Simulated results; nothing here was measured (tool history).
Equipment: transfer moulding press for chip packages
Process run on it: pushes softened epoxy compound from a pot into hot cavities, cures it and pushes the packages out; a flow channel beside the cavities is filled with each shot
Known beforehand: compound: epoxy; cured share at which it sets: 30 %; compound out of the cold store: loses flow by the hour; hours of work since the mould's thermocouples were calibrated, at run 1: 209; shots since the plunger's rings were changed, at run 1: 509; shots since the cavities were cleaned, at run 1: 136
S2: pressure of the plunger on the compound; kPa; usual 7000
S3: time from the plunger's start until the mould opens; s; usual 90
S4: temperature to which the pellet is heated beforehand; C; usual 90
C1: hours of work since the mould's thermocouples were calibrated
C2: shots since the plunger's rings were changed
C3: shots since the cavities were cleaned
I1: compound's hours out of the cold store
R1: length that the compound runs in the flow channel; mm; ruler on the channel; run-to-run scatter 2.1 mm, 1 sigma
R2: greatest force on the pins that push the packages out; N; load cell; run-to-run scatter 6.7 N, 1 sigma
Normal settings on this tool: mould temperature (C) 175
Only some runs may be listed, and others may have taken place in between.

{"run": 1, "hour": 0.0, "mould temperature (C)": 175, "S2": 7000, "S3": 90, "S4": 90, "C1": 209, "C2": 509, "C3": 136, "I1": 18.8, "R1": 912, "R2": 360}
{"run": 2, "hour": 19.7, "mould temperature (C)": 175, "S2": 7000, "S3": 98, "S4": 90, "C1": 217, "C2": 663, "C3": 290, "I1": 18.1, "R1": 918, "R2": 369}
{"run": 3, "hour": 29.0, "mould temperature (C)": 175, "S2": 7000, "S3": 98, "S4": 90, "C1": 221, "C2": 737, "C3": 364, "I1": 26.2, "R1": 874, "R2": 389}
{"run": 4, "hour": 44.7, "mould temperature (C)": 174, "S2": 7000, "S3": 90, "S4": 90, "C1": 227, "C2": 859, "C3": 486, "I1": 8.4, "R1": 970, "R2": 529}
{"run": 5, "hour": 55.8, "mould temperature (C)": 174, "S2": 7000, "S3": 90, "S4": 90, "C1": 232, "C2": 946, "C3": 573, "I1": 30.5, "R1": 855, "R2": 507}
{"run": 6, "hour": 65.1, "mould temperature (C)": 175, "S2": 6540, "S3": 90, "S4": 90, "C1": 236, "C2": 1018, "C3": 645, "I1": 10.3, "R1": 924, "R2": 516}
{"run": 7, "hour": 81.6, "mould temperature (C)": 175, "S2": 7000, "S3": 91, "S4": 90, "C1": 243, "C2": 1148, "C3": 775, "I1": 42.0, "R1": 799, "R2": 492}
{"run": 8, "hour": 93.7, "mould temperature (C)": 175, "S2": 7000, "S3": 90, "S4": 90, "C1": 248, "C2": 1242, "C3": 869, "I1": 28.4, "R1": 861, "R2": 511}
{"run": 9, "hour": 104.6, "mould temperature (C)": 175, "S2": 7000, "S3": 120, "S4": 90, "C1": 252, "C2": 1328, "C3": 955, "I1": 11.0, "R1": 951, "R2": 404}
{"run": 10, "hour": 122.1, "mould temperature (C)": 175, "S2": 7000, "S3": 120, "S4": 90, "C1": 259, "C2": 1464, "C3": 1091, "I1": 15.0, "R1": 925, "R2": 401}
{"hour": 134.8, "done": "cavities cleaned with cleaning compound and waxed"}
{"run": 11, "hour": 137.9, "mould temperature (C)": 175, "S2": 7000, "S3": 120, "S4": 90, "C1": 265, "C2": 1577, "C3": 25, "I1": 25.2, "R1": 871, "R2": 491}
{"run": 12, "hour": 149.0, "mould temperature (C)": 175, "S2": 7000, "S3": 120, "S4": 90, "C1": 270, "C2": 1664, "C3": 112, "I1": 30.6, "R1": 846, "R2": 509}
{"run": 13, "hour": 164.8, "mould temperature (C)": 175, "S2": 7000, "S3": 120, "S4": 90, "C1": 276, "C2": 1787, "C3": 235, "I1": 32.3, "R1": 836, "R2": 466}
{"run": 14, "hour": 185.5, "mould temperature (C)": 175, "S2": 7000, "S3": 90, "S4": 90, "C1": 285, "C2": 1949, "C3": 397, "I1": 43.1, "R1": 786, "R2": 558}
{"run": 15, "hour": 201.1, "mould temperature (C)": 175, "S2": 7000, "S3": 90, "S4": 90, "C1": 291, "C2": 2070, "C3": 518, "I1": 47.1, "R1": 768, "R2": 573}
{"run": 16, "hour": 216.8, "mould temperature (C)": 175, "S2": 7000, "S3": 90, "S4": 90, "C1": 298, "C2": 2193, "C3": 641, "I1": 20.1, "R1": 895, "R2": 597}
{"run": 17, "hour": 236.4, "mould temperature (C)": 168, "S2": 7000, "S3": 104, "S4": 90, "C1": 306, "C2": 2347, "C3": 795, "I1": 45.3, "R1": 796, "R2": 607}
{"run": 18, "hour": 250.7, "mould temperature (C)": 168, "S2": 7000, "S3": 104, "S4": 90, "C1": 312, "C2": 2459, "C3": 907, "I1": 27.6, "R1": 878, "R2": 636}
{"hour": 260.2, "done": "cavities cleaned with cleaning compound and waxed, once more"}
{"run": 19, "hour": 269.6, "mould temperature (C)": 168, "S2": 7000, "S3": 104, "S4": 87, "C1": 319, "C2": 2595, "C3": 74, "I1": 23.0, "R1": 899, "R2": 373}
{"hour": 280.8, "done": "plunger's sealing rings changed"}
{"run": 20, "hour": 286.1, "mould temperature (C)": 168, "S2": 7000, "S3": 126, "S4": 87, "C1": 325, "C2": 42, "C3": 184, "I1": 28.4, "R1": 891, "R2": 309}
{"run": 21, "hour": 305.6, "mould temperature (C)": 175, "S2": 8370, "S3": 76, "S4": 90, "C1": 333, "C2": 194, "C3": 336, "I1": 41.5, "R1": 882, "R2": 632}
{"run": 22, "hour": 322.0, "mould temperature (C)": 175, "S2": 8370, "S3": 76, "S4": 90, "C1": 340, "C2": 322, "C3": 464, "I1": 16.3, "R1": 1010, "R2": 730}
{"run": 23, "hour": 340.5, "mould temperature (C)": 175, "S2": 8370, "S3": 76, "S4": 90, "C1": 347, "C2": 467, "C3": 609, "I1": 33.2, "R1": 922, "R2": 694}
{"run": 24, "hour": 354.3, "mould temperature (C)": 175, "S2": 8370, "S3": 126, "S4": 90, "C1": 353, "C2": 575, "C3": 717, "I1": 41.2, "R1": 879, "R2": 357}
{"run": 25, "hour": 369.6, "mould temperature (C)": 175, "S2": 8370, "S3": 126, "S4": 90, "C1": 360, "C2": 695, "C3": 837, "I1": 32.2, "R1": 922, "R2": 357}
{"run": 26, "hour": 386.5, "mould temperature (C)": 170, "S2": 8370, "S3": 126, "S4": 99, "C1": 367, "C2": 827, "C3": 969, "I1": 19.4, "R1": 1008, "R2": 405}
{"run": 27, "hour": 397.0, "mould temperature (C)": 175, "S2": 5770, "S3": 92, "S4": 90, "C1": 371, "C2": 909, "C3": 1051, "I1": 17.7, "R1": 830, "R2": 482}
{"run": 28, "hour": 406.5, "mould temperature (C)": 171, "S2": 7000, "S3": 105, "S4": 84, "C1": 375, "C2": 983, "C3": 1125, "I1": 30.3, "R1": 865, "R2": 489}
{"hour": 414.9, "done": "cavities cleaned with cleaning compound and waxed"}
{"run": 29, "hour": 417.3, "mould temperature (C)": 171, "S2": 7000, "S3": 105, "S4": 84, "C1": 379, "C2": 1056, "C3": 18, "I1": 19.0, "R1": 924, "R2": 271}

Consider 3 possible next runs. They are alternatives, not a sequence: every one starts from the tool as it was left by run 29. What does each give?
{"run": "A", "hour": 428.0, "mould temperature (C)": 167, "S2": 7000, "S3": 90, "S4": 90, "C1": 383, "C2": 1140, "C3": 102, "I1": 14.0, "R1": "?", "R2": "?"}
{"run": "B", "hour": 428.0, "mould temperature (C)": 175, "S2": 8170, "S3": 90, "S4": 90, "C1": 383, "C2": 1140, "C3": 102, "I1": 31.8, "R1": "?", "R2": "?"}
{"run": "C", "hour": 428.0, "mould temperature (C)": 173, "S2": 7000, "S3": 90, "S4": 90, "C1": 383, "C2": 1140, "C3": 102, "I1": 31.8, "R1": "?", "R2": "?"}

run=A R1=959 R2=584
run=B R1=913 R2=324
run=C R1=848 R2=363
What these runs would have given with no unlogged condition in the tool:
run=A R1=974 R2=494
run=B R1=928 R2=271
run=C R1=862 R2=305
